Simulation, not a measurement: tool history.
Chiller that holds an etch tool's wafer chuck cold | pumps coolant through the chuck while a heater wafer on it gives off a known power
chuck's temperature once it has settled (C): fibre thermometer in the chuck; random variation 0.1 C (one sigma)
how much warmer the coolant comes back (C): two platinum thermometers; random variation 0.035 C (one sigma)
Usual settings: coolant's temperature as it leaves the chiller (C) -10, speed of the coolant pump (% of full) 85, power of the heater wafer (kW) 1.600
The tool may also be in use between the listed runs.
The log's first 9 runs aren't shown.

run	hour	coolant's temperature as it leaves the chiller (C)	speed of the coolant pump (% of full)	power of the heater wafer (kW)	hours since the coolant was changed and the channels were flushed	hours since the pump was overhauled	hours since the chiller's thermometer was calibrated	chuck's temperature once it has settled (C)	how much warmer the coolant comes back (C)
10	245.5	-10	85	1.600	1315	773	1964	7.8	6.28
11	264.4	-10	85	1.600	1334	792	1983	7.9	6.25
12	282.3	-10	85	1.600	1351	810	2001	7.8	6.26
13	311.6	-10	85	1.600	1381	839	2030	7.7	6.21
14	332.1	-10	85	1.600	1401	860	2051	8.0	6.23
15	352.0	-10	85	1.600	1421	880	2071	7.8	6.25
16	380.4	-10	85	1.600	1450	908	2099	8.1	6.38
# hour 387.6: coolant pump overhauled
17	410.1	-10	79	2.376	1474	23	2124	18.1	10.10
# hour 452.7: coolant pump overhauled, once more
18	452.7	-10	79	2.376	1512	0	2162	18.0	10.03
19	491.2	-10	79	2.376	1550	38	2200	18.2	10.01
20	531.1	-10	79	2.376	1590	78	2240	18.2	10.00
21	557.8	-10	79	2.376	1617	105	2267	18.3	10.01
22	587.2	-15	89	1.314	1646	135	2296	-0.7	4.85
23	622.4	-15	89	1.314	1682	170	2331	-0.8	4.84
24	659.6	-15	89	1.314	1719	207	2368	-0.7	4.87
25	684.1	-15	89	1.314	1743	231	2393	-0.7	4.90
26	709.6	-15	89	1.314	1769	257	2418	-0.8	4.85
27	727.9	-10	77	1.600	1787	275	2437	9.4	6.95

The next listed run, before its measurement:
28	764.4	-13	79	1.600	1824	312	2473	?	?

Run 28 gave chuck's temperature once it has settled (C) 6.1, how much warmer the coolant comes back (C) 6.74.
Without the tool's hidden state the same run would have given chuck's temperature once it has settled (C) 5.1, how much warmer the coolant comes back (C) 6.70.

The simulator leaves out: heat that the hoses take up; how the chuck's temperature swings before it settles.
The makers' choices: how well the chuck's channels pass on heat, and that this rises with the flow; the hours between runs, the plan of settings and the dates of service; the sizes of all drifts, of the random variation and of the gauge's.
